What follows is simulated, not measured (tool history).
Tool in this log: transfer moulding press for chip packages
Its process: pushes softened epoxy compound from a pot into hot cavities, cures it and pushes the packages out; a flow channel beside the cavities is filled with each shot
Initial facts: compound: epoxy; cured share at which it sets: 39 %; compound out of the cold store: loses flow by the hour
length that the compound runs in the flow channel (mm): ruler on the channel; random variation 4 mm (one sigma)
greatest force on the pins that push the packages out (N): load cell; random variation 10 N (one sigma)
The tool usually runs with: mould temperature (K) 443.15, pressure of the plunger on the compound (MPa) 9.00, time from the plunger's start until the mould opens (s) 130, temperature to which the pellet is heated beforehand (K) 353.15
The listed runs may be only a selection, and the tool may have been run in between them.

| run | hour | mould temperature (K) | pressure of the plunger on the compound (MPa) | time from the plunger's start until the mould opens (s) | temperature to which the pellet is heated beforehand (K) | incoming compound's hours out of the cold store | length that the compound runs in the flow channel (mm) | greatest force on the pins that push the packages out (N) |
|---|---|---|---|---|---|---|---|---|
| 1 | 0.0 | 443.15 | 9.00 | 130 | 353.15 | 18.4 | 576 | 924 |
| 2 | 40.1 | 443.15 | 9.00 | 111 | 353.15 | 24.7 | 555 | 1193 |
|  | 61.6 | cavities cleaned with cleaning compound and waxed |
| 3 | 120.3 | 443.15 | 9.00 | 111 | 353.15 | 8.7 | 588 | 1015 |
| 4 | 167.0 | 443.15 | 9.00 | 130 | 353.15 | 46.7 | 491 | 940 |
|  | 206.3 | cavities cleaned with cleaning compound and waxed |
|  | 243.3 | mould's thermocouples calibrated |
| 5 | 243.3 | 443.15 | 9.00 | 130 | 353.15 | 22.8 | 549 | 736 |
| 6 | 321.0 | 443.15 | 9.00 | 130 | 362.15 | 8.1 | 579 | 1032 |
|  | 354.4 | cavities cleaned with cleaning compound and waxed |
| 7 | 377.5 | 443.15 | 9.00 | 130 | 362.15 | 36.3 | 509 | 657 |
| 8 | 447.5 | 443.15 | 9.00 | 130 | 362.15 | 9.2 | 571 | 952 |
|  | 504.2 | cavities cleaned with cleaning compound and waxed |
| 9 | 522.0 | 443.15 | 9.00 | 133 | 353.15 | 16.5 | 548 | 614 |
| 10 | 581.9 | 443.15 | 9.00 | 133 | 353.15 | 12.5 | 551 | 869 |
| 11 | 635.2 | 443.15 | 9.00 | 130 | 353.15 | 21.7 | 529 | 1003 |
|  | 652.2 | cavities cleaned with cleaning compound and waxed |
|  | 667.0 | plunger's sealing rings changed |
|  | 699.2 | mould's thermocouples calibrated, once more |
| 12 | 717.4 | 443.15 | 9.00 | 130 | 353.15 | 35.4 | 531 | 767 |
| 13 | 776.9 | 449.15 | 9.00 | 130 | 354.15 | 11.4 | 584 | 853 |
|  | 805.3 | cavities cleaned with cleaning compound and waxed |
| 14 | 851.4 | 449.15 | 9.00 | 130 | 354.15 | 20.5 | 554 | 672 |
| 15 | 930.2 | 449.15 | 9.00 | 130 | 354.15 | 10.3 | 572 | 881 |
|  | 950.2 | cavities cleaned with cleaning compound and waxed |
| 16 | 986.2 | 449.15 | 9.00 | 130 | 354.15 | 41.1 | 495 | 633 |
| 17 | 1065.3 | 449.15 | 9.00 | 130 | 354.15 | 30.4 | 509 | 882 |
|  | 1095.2 | cavities cleaned with cleaning compound and waxed |
| 18 | 1111.3 | 449.15 | 9.00 | 130 | 353.15 | 23.7 | 519 | 544 |
| 19 | 1194.8 | 449.15 | 9.00 | 130 | 353.15 | 23.7 | 525 | 856 |

The next listed run, before its measurement:
|  | 1246.2 | cavities cleaned with cleaning compound and waxed |
| 20 | 1265.6 | 443.15 | 9.75 | 142 | 346.15 | 47.1 | ? | ? |

{"run 20": {"length that the compound runs in the flow channel (mm)": 500, "greatest force on the pins that push the packages out (N)": 615}}
Take away the tool's hidden state, keep the run-to-run variation as it was, and the same run would have given length that the compound runs in the flow channel (mm) 534, greatest force on the pins that push the packages out (N) 485.
